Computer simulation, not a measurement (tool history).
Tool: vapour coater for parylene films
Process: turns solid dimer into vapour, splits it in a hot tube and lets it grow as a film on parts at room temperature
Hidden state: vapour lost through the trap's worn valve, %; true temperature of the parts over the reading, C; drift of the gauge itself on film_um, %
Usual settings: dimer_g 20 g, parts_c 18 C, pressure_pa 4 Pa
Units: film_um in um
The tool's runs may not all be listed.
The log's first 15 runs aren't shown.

| run | hour | dimer_g | parts_c | pressure_pa | hours of work since the trap's valve was overhauled | hours of work since the table's thermometer was calibrated | film_um |
|---|---|---|---|---|---|---|---|
| 16 | 499.9 | 20 | 12 | 4 | 424 | 1245 | 13.33 |
| 17 | 537.2 | 20 | 12 | 4 | 443 | 1265 | 13.23 |
| 18 | 561.3 | 20 | 18 | 4 | 456 | 1278 | 11.47 |
| 19 | 603.3 | 15 | 17 | 7.95 | 478 | 1300 | 7.59 |
|  | 607.1 | table's thermometer calibrated |
| 20 | 642.2 | 24 | 30 | 3.17 | 498 | 18 | 10.68 |
| 21 | 671.5 | 20 | 18 | 4.72 | 513 | 34 | 10.76 |
| 22 | 714.8 | 14 | 18 | 4 | 536 | 57 | 7.82 |
|  | 722.5 | trap's valve overhauled |
| 23 | 743.6 | 33 | 18 | 3.35 | 11 | 70 | 20.75 |
|  | 764.8 | table's thermometer calibrated, once more |
| 24 | 767.9 | 10 | 28 | 8.98 | 23 | 2 | 4.14 |
| 25 | 799 | 16 | 19 | 9.61 | 40 | 18 | 8.06 |
| 26 | 818.6 | 20 | 18 | 9.96 | 50 | 28 | 10.29 |
| 27 | 861.1 | 20 | 18 | 9.96 | 72 | 51 | 10.22 |
| 28 | 902.6 | 20 | 18 | 9.96 | 94 | 73 | 10.15 |
| 29 | 931.2 | 20 | 18 | 9.96 | 109 | 88 | 10.27 |
| 30 | 964.4 | 20 | 24 | 4 | 127 | 105 | 10.57 |
| 31 | 994.5 | 20 | 26 | 6.03 | 143 | 121 | 9.27 |
| 32 | 1025.3 | 21 | 11 | 4 | 159 | 137 | 15.24 |
| 33 | 1069.2 | 9 | 28 | 3.72 | 182 | 160 | 4.38 |
| 34 | 1102.3 | 14 | 30 | 2.2 | 200 | 178 | 7.23 |
| 35 | 1133.1 | 20 | 14 | 8.73 | 216 | 194 | 11.32 |

5 ways to go on from here, each from the tool as it stands after run 35. What would each give?
| A | 1170 | 8 | 14 | 8.73 | 235 | 213 | ? |
| B | 1170 | 22 | 14 | 8.73 | 235 | 213 | ? |
| C | 1170 | 10 | 14 | 8.73 | 235 | 213 | ? |
| D | 1170 | 22 | 14 | 9.84 | 235 | 213 | ? |
| E | 1170 | 20 | 18 | 10.96 | 235 | 213 | ? |

| run | film_um |
|---|---|
| A | 4.45 |
| B | 12.38 |
| C | 5.64 |
| D | 11.71 |
| E | 9.71 |
Without the tool's hidden state the same runs would have given:
| run | film_um |
|---|---|
| A | 4.67 |
| B | 12.98 |
| C | 5.91 |
| D | 12.28 |
| E | 10.19 |
